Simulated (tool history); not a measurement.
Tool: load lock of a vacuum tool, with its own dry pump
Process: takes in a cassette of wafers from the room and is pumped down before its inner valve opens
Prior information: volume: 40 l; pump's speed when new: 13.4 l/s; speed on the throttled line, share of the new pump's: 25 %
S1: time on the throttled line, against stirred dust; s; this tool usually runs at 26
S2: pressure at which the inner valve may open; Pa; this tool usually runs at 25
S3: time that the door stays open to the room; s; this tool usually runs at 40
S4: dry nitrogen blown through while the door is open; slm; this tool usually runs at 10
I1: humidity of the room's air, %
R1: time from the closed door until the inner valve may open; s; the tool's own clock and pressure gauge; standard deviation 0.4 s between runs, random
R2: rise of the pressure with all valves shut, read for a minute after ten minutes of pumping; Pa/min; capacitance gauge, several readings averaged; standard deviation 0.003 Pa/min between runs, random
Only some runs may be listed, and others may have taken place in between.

{"run": 1, "hour": 0.0, "S1": 26, "S2": 25, "S3": 40, "S4": 10, "I1": 42.6, "R1": 47.8, "R2": 0.316}
{"run": 2, "hour": 397.3, "S1": 18, "S2": 25, "S3": 40, "S4": 10, "I1": 42.7, "R1": 42.3, "R2": 0.341}
{"run": 3, "hour": 655.1, "S1": 18, "S2": 25, "S3": 40, "S4": 10, "I1": 47.1, "R1": 42.5, "R2": 0.372}
{"run": 4, "hour": 962.0, "S1": 18, "S2": 25, "S3": 40, "S4": 10, "I1": 43.6, "R1": 42.9, "R2": 0.389}
{"run": 5, "hour": 1276.9, "S1": 26, "S2": 25, "S3": 31, "S4": 10, "I1": 44.3, "R1": 48.7, "R2": 0.018}
{"run": 6, "hour": 1570.7, "S1": 26, "S2": 25, "S3": 31, "S4": 10, "I1": 44.5, "R1": 48.6, "R2": 0.026}
{"run": 7, "hour": 1752.0, "S1": 45, "S2": 25, "S3": 40, "S4": 10, "I1": 42.3, "R1": 61.3, "R2": 0.026}
{"run": 8, "hour": 2056.7, "S1": 45, "S2": 25, "S3": 40, "S4": 23, "I1": 45.7, "R1": 61.9, "R2": 0.031}
{"run": 9, "hour": 2297.5, "S1": 45, "S2": 25, "S3": 40, "S4": 23, "I1": 46.6, "R1": 61.5, "R2": 0.041}
{"run": 10, "hour": 2623.6, "S1": 45, "S2": 25, "S3": 40, "S4": 23, "I1": 47.1, "R1": 62.0, "R2": 0.048}
{"run": 11, "hour": 2990.6, "S1": 45, "S2": 25, "S3": 40, "S4": 23, "I1": 45.2, "R1": 62.3, "R2": 0.059}
{"run": 12, "hour": 3333.6, "S1": 45, "S2": 30, "S3": 40, "S4": 21, "I1": 46.6, "R1": 61.1, "R2": 0.073}
{"run": 13, "hour": 3622.3, "S1": 45, "S2": 30, "S3": 40, "S4": 21, "I1": 43.1, "R1": 61.8, "R2": 0.083}
{"run": 14, "hour": 3846.0, "S1": 45, "S2": 30, "S3": 54, "S4": 9, "I1": 42.4, "R1": 60.9, "R2": 0.095}
{"run": 15, "hour": 4170.1, "S1": 26, "S2": 20, "S3": 40, "S4": 38, "I1": 45.4, "R1": 50.3, "R2": 0.1}
{"run": 16, "hour": 4449.1, "S1": 26, "S2": 27, "S3": 40, "S4": 28, "I1": 44.4, "R1": 49.7, "R2": 0.114}

The log once held 1 entry between its listed runs, left out of this copy. Where does each go, and what is different about the tool's unlogged condition between the listed run before it and the listed run after it?
Runs 4 to 5: door's seal changed, seat wiped (hour 1101.4)
  pump's speed, % of a new pump's: 83.4 -> 83.1; leak at the door's seal, Pa l/s: 0.2549 -> 0.0045
  measured result minus the result with no hidden state, R1: +4.1 -> +3.8 s; R2: +0.371 -> +0.004 Pa/min
